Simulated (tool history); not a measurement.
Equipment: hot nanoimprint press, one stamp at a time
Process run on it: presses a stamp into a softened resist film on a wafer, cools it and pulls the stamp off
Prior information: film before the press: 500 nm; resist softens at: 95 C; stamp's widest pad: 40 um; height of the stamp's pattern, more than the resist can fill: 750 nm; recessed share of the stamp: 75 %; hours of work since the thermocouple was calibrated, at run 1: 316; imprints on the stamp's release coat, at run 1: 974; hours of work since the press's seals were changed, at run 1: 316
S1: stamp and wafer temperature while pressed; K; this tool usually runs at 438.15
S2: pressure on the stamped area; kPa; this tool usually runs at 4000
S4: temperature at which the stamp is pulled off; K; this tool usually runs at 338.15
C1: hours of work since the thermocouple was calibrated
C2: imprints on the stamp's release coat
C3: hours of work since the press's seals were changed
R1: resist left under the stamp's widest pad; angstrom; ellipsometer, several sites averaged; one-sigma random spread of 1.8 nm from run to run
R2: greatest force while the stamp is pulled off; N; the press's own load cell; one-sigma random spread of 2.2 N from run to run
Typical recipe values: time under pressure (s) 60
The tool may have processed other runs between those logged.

Run 1, day 0: usual settings; C1 316; C2 974; C3 316. Result: R1 2890 angstrom, R2 122 N.
Run 2, day 0.525: usual settings; C1 323; C2 1023; C3 323. Result: R1 2945 angstrom, R2 121 N.
Run 3, day 0.875: usual settings; C1 327; C2 1055; C3 327. Result: R1 2943 angstrom, R2 125 N.
Run 4, day 1.592: usual settings; C1 337; C2 1121; C3 337. Result: R1 2990 angstrom, R2 123 N.
Run 5, day 2.162: usual settings but time under pressure (s) 51; C1 344; C2 1174; C3 344. Result: R1 3079 angstrom, R2 122 N.
Run 6, day 2.679: usual settings but S1 444.15 K, time under pressure (s) 51; C1 351; C2 1221; C3 351. Result: R1 2653 angstrom, R2 129 N.
Run 7, day 3.133: usual settings but S1 442.15 K; C1 357; C2 1263; C3 357. Result: R1 2666 angstrom, R2 130 N.
At day 3.55: plate thermocouple calibrated.
Run 8, day 3.921: usual settings but S1 442.15 K; C1 5; C2 1324; C3 365. Result: R1 2577 angstrom, R2 127 N.
Run 9, day 4.588: usual settings; C1 14; C2 1386; C3 374. Result: R1 2842 angstrom, R2 130 N.
Run 10, day 4.942: usual settings; C1 18; C2 1418; C3 379. Result: R1 2847 angstrom, R2 133 N.
Run 11, day 5.521: usual settings; C1 26; C2 1472; C3 386. Result: R1 2874 angstrom, R2 128 N.
Run 12, day 6.242: usual settings but S1 450.15 K, S4 333.15 K; C1 35; C2 1538; C3 396. Result: R1 2083 angstrom, R2 144 N.
Run 13, day 6.667: usual settings but S1 450.15 K, S4 333.15 K; C1 41; C2 1577; C3 401. Result: R1 2063 angstrom, R2 139 N.

For run 14, what comes out?
At day 7.071: stamp cleaned and given a new release coat.
Run 14, day 7.271: usual settings but time under pressure (s) 30, S4 333.15 K; C1 45; C2 19; C3 406. Result: R1 ?, R2 ?.

R1: 3508 angstrom
R2: 107 N
With the hidden condition absent and the run-to-run variation left alone, this run would have shown R1 3451 angstrom, R2 106 N.
